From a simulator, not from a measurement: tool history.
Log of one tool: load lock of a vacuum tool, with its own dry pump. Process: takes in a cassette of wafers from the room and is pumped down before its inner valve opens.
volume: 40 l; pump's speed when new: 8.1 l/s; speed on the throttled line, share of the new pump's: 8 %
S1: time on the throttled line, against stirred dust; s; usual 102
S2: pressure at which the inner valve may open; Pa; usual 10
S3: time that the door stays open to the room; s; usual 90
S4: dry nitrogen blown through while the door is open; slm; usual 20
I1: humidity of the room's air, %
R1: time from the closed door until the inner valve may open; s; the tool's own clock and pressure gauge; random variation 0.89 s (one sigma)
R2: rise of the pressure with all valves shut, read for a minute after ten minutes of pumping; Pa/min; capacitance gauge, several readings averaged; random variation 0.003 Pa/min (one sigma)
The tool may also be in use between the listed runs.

run	hour	S1	S2	S3	S4	I1	R1	R2
1	0	102	10	90	20	45.1	142.4	0.039
2	89.6	102	10	90	20	42.9	141.6	0.04
3	187.4	102	10	90	20	43.2	141.2	0.038
4	296.7	102	10	90	20	43.9	141.9	0.034
5	387.7	102	10	90	20	43.2	142.3	0.037
6	521.2	136	10	90	20	44.6	172	0.044
7	615.1	136	10	90	20	43.4	172.2	0.041
8	706.2	161	10	90	20	41.8	196.3	0.04
9	848.8	102	10	90	20	45.4	141.7	0.045
10	946.4	102	10	90	20	45.8	142.2	0.045
11	1062.1	102	10	90	20	46.1	141.6	0.043
12	1172.6	102	10	90	20	44.3	141	0.042
13	1242.2	102	10	90	20	45.7	142.2	0.045
14	1399.8	102	10	90	20	43.7	143.7	0.046
15	1551.5	102	10	90	20	43.6	143	0.038
16	1667.9	102	10	90	20	42.5	143	0.046
17	1763.8	102	10	90	20	44.1	143	0.041
18	1879.9	102	10	90	20	49	143.9	0.053
19	1956.6	102	10	229	14	47.4	146	0.066
20	2105.5	83	15	128	20	43.4	124.3	0.049
21	2206.5	102	10	90	10	42.2	146.3	0.061
22	2315	142	9	36	20	45.5	181	0.048
23	2474.7	142	9	36	20	45.1	180.6	0.044
24	2618.5	142	9	67	20	45.2	180.8	0.046
25	2721.7	142	14	33	20	46.2	178.3	0.041
26	2848.8	89	9	113	10	44.3	135	0.066
27	2932.3	102	10	90	26	45	142.8	0.045
28	3021.1	102	10	90	26	43.1	145.4	0.048
29	3122.8	102	10	90	26	45.4	145.1	0.051
30	3233.1	61	10	134	26	42.3	108.9	0.049
31	3328.3	61	10	134	26	47.1	109.3	0.051
32	3476.3	87	16	90	17	43.8	130.6	0.051

Run 33 comes next. What will it give?
33	3611.5	102	10	38	44	42.9	?	?

Run 33 gave R1 145.9 s, R2 0.041 Pa/min.
Without the tool's hidden state the same run would have given R1 139.4 s, R2 0.012 Pa/min.
